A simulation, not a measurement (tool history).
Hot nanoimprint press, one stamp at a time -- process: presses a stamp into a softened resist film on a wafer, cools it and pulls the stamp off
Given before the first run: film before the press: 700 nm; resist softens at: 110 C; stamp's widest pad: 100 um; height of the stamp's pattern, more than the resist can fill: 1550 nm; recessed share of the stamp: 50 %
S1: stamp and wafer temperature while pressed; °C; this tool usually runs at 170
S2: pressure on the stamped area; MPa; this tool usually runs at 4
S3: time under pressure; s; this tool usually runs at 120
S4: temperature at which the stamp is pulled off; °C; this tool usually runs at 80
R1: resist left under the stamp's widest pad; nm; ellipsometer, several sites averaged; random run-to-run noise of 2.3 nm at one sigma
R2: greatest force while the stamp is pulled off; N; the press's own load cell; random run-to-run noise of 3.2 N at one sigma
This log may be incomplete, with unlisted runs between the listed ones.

run 1 hour=0 | S1=170 S2=4 S3=120 S4=80 | R1=354.5 R2=160
run 2 hour=10.7 | S1=170 S2=4 S3=233 S4=80 | R1=284.1 R2=162
run 3 hour=29.4 | S1=177 S2=4 S3=120 S4=80 | R1=265.6 R2=159
run 4 hour=46.7 | S1=167 S2=4 S3=120 S4=80 | R1=398.9 R2=166
run 5 hour=59.6 | S1=170 S2=4 S3=120 S4=80 | R1=354 R2=166
run 6 hour=77.4 | S1=170 S2=4 S3=120 S4=80 | R1=354.8 R2=170
run 7 hour=88.2 | S1=170 S2=4 S3=120 S4=80 | R1=350.5 R2=168
run 8 hour=101 | S1=170 S2=4 S3=120 S4=80 | R1=353.3 R2=170
run 9 hour=114.3 | S1=170 S2=4 S3=120 S4=80 | R1=347.7 R2=178
run 10 hour=133.5 | S1=170 S2=4.79 S3=120 S4=80 | R1=317.8 R2=179
run 11 hour=143.1 | S1=170 S2=4.79 S3=120 S4=80 | R1=319 R2=174
run 12 hour=159.1 | S1=170 S2=4.79 S3=191 S4=73 | R1=274.6 R2=217
run 13 hour=170.6 | S1=170 S2=4 S3=72 S4=80 | R1=406.6 R2=181
run 14 hour=180.8 | S1=169 S2=4 S3=120 S4=80 | R1=368.3 R2=184
-- hour=192 plate thermocouple calibrated
run 15 hour=197.4 | S1=181 S2=2.47 S3=118 S4=80 | R1=320.5 R2=197
run 16 hour=208.1 | S1=167 S2=2.47 S3=118 S4=69 | R1=519.2 R2=259
run 17 hour=227.1 | S1=167 S2=2.47 S3=118 S4=69 | R1=520.2 R2=273
run 18 hour=243.8 | S1=167 S2=2.47 S3=118 S4=69 | R1=521.4 R2=271
run 19 hour=259 | S1=167 S2=2.47 S3=118 S4=69 | R1=522.5 R2=279

Each row is a separate what-if for the run after 19, all from the same tool condition, not one after another. Results?
run A hour=268.5 | S1=174 S2=2.47 S3=118 S4=69 | R1=? R2=?
run B hour=268.5 | S1=167 S2=4 S3=120 S4=81 | R1=? R2=?
run C hour=268.5 | S1=181 S2=3.49 S3=118 S4=69 | R1=? R2=?
run D hour=268.5 | S1=164 S2=2.47 S3=115 S4=69 | R1=? R2=?
run E hour=268.5 | S1=170 S2=3.9 S3=120 S4=84 | R1=? R2=?

run=A R1=410 R2=271
run=B R1=423 R2=202
run=C R1=260.4 R2=271
run=D R1=559 R2=278
run=E R1=380.6 R2=182
Take away the tool's hidden state, keep each run's random variation, and the runs would have read:
run=A R1=405.9 R2=197
run=B R1=416 R2=147
run=C R1=255.7 R2=197
run=D R1=555.7 R2=202
run=E R1=374 R2=133
